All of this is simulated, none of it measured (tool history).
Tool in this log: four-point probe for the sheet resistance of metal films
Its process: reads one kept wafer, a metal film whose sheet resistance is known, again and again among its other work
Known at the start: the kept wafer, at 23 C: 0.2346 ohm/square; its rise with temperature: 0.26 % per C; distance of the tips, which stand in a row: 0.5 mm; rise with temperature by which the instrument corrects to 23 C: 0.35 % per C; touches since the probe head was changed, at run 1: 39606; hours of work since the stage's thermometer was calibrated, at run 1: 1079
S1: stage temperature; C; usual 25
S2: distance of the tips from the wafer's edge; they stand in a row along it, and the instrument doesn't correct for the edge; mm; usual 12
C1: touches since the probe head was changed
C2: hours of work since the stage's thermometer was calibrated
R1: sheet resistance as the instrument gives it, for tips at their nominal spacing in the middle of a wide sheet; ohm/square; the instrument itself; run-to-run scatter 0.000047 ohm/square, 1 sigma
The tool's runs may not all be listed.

run,hour,S1,S2,C1,C2,R1
1,0.0,25,12,39606,1079,0.233959
2,7.7,29,12,40041,1084,0.233165
3,25.5,29,12,41044,1096,0.233110
4,33.0,29,6,41467,1101,0.233714
5,47.8,29,6,42304,1111,0.233740
6,56.2,29,6,42779,1117,0.233746
7,73.0,25,12,43724,1128,0.233881
8,87.8,25,12,44563,1138,0.233913
9,100.1,25,12,45254,1147,0.233907
10,112.0,25,12,45928,1155,0.233842
11,127.2,25,12,46785,1165,0.233807
12,136.2,25,9,47291,1171,0.234013
13,145.2,25,9,47797,1178,0.233935
14,160.0,25,9,48634,1188,0.233959
15,167.5,30,12,49057,1193,0.232810
16,184.1,30,12,49997,1204,0.232874
# hour 185.7: stage's thermometer calibrated
17,196.9,26,6,50690,8,0.234173
18,204.4,21,10,51112,13,0.234582
19,216.2,31,5,51777,21,0.233536
20,233.1,19,5,52731,32,0.235972
21,246.1,19,5,53465,41,0.236013
# hour 254.6: stage's thermometer calibrated, once more
22,261.1,18,40,54282,4,0.235309
23,269.9,18,40,54781,10,0.235221
24,281.3,24,10,55423,18,0.234294
25,289.5,29,8,55887,24,0.233433
26,297.9,19,70,56358,30,0.235018
27,310.0,19,8,57045,38,0.235500
28,319.5,19,19,57577,44,0.235051
29,337.1,24,31,58574,56,0.233996
30,351.6,22,6,59388,66,0.235194

What differs in the tool's unlogged condition from the final listed run ahead of each entry between runs to the first listed run following it?
Logged between run 16 and run 17: stage's thermometer calibrated (hour 185.7)
  inner tips' distance over the nominal, %: -0.135 -> -0.137; wafer's true temperature over the reading, C: -0.42 -> -0.54
  measured minus no-state result, R1: -0.000591 -> -0.000676 ohm/square
Logged between run 21 and run 22: stage's thermometer calibrated, once more (hour 254.6)
  inner tips' distance over the nominal, %: -0.146 -> -0.148; wafer's true temperature over the reading, C: -0.55 -> -0.06
  measured minus no-state result, R1: -0.000717 -> -0.000419 ohm/square
